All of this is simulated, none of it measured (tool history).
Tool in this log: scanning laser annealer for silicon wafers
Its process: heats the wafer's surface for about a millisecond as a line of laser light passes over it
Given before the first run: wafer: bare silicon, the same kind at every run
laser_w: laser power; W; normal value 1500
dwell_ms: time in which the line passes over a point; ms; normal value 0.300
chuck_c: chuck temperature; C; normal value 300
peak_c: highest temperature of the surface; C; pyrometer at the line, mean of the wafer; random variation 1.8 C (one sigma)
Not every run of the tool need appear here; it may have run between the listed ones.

| run | hour | laser_w | dwell_ms | chuck_c | peak_c |
|---|---|---|---|---|---|
| 1 | 0.0 | 1500 | 0.300 | 300 | 999 |
| 2 | 10.9 | 1500 | 0.300 | 300 | 997 |
| 3 | 21.0 | 1500 | 0.300 | 300 | 999 |
| 4 | 31.1 | 1500 | 0.300 | 300 | 1002 |
| 5 | 36.2 | 1500 | 0.270 | 300 | 970 |
| 6 | 44.2 | 1500 | 0.300 | 309 | 1009 |
| 7 | 52.5 | 1500 | 0.300 | 309 | 1006 |
| 8 | 62.3 | 1500 | 0.300 | 309 | 1008 |
| 9 | 71.2 | 1500 | 0.300 | 309 | 1008 |
| 10 | 83.0 | 1500 | 0.300 | 309 | 1004 |
| 11 | 91.4 | 1500 | 0.300 | 309 | 1007 |
| 12 | 98.5 | 1500 | 0.300 | 309 | 1008 |
| 13 | 109.8 | 1500 | 0.300 | 300 | 996 |
| 14 | 119.6 | 1500 | 0.300 | 300 | 1000 |
| 15 | 126.2 | 1500 | 0.300 | 300 | 997 |
| 16 | 137.3 | 1291 | 0.300 | 300 | 894 |
| 17 | 144.1 | 1500 | 0.241 | 300 | 935 |
|  | 150.1 | optics aligned, line set to its width |
| 18 | 154.2 | 1500 | 0.241 | 300 | 930 |
| 19 | 165.6 | 1500 | 0.300 | 300 | 995 |
| 20 | 175.9 | 1500 | 0.300 | 300 | 993 |
|  | 182.2 | optics aligned, line set to its width, once more |
| 21 | 192.6 | 1400 | 0.309 | 339 | 997 |
| 22 | 198.0 | 1500 | 0.300 | 268 | 969 |
| 23 | 204.1 | 1390 | 0.225 | 272 | 844 |
| 24 | 214.9 | 1557 | 0.371 | 302 | 1100 |
| 25 | 226.5 | 1579 | 0.261 | 334 | 1033 |
| 26 | 232.7 | 1579 | 0.261 | 334 | 1030 |
| 27 | 240.4 | 1500 | 0.372 | 269 | 1037 |
| 28 | 249.9 | 1500 | 0.372 | 269 | 1039 |
| 29 | 255.3 | 1500 | 0.372 | 269 | 1037 |
| 30 | 265.2 | 1362 | 0.324 | 268 | 919 |
| 31 | 271.8 | 1392 | 0.318 | 268 | 928 |
| 32 | 281.5 | 1527 | 0.351 | 324 | 1087 |
| 33 | 287.3 | 1482 | 0.351 | 271 | 1011 |
| 34 | 292.2 | 1309 | 0.351 | 287 | 934 |
| 35 | 298.4 | 1499 | 0.301 | 308 | 1006 |
| 36 | 307.3 | 1499 | 0.301 | 308 | 1007 |
| 37 | 315.2 | 1456 | 0.230 | 312 | 915 |
| 38 | 322.1 | 1314 | 0.375 | 289 | 957 |
| 39 | 332.6 | 1314 | 0.375 | 289 | 953 |
| 40 | 337.7 | 1365 | 0.254 | 277 | 863 |

3 options for the next run, each taken on its own from the tool as it stands now. Forecast them:
| A | 348.7 | 1283 | 0.332 | 308 | ? |
| B | 348.7 | 1337 | 0.250 | 270 | ? |
| C | 348.7 | 1576 | 0.261 | 274 | ? |

| run | peak_c |
|---|---|
| A | 925 |
| B | 844 |
| C | 974 |
Without the tool's unlogged condition, the same runs would have read:
| run | peak_c |
|---|---|
| A | 929 |
| B | 848 |
| C | 979 |

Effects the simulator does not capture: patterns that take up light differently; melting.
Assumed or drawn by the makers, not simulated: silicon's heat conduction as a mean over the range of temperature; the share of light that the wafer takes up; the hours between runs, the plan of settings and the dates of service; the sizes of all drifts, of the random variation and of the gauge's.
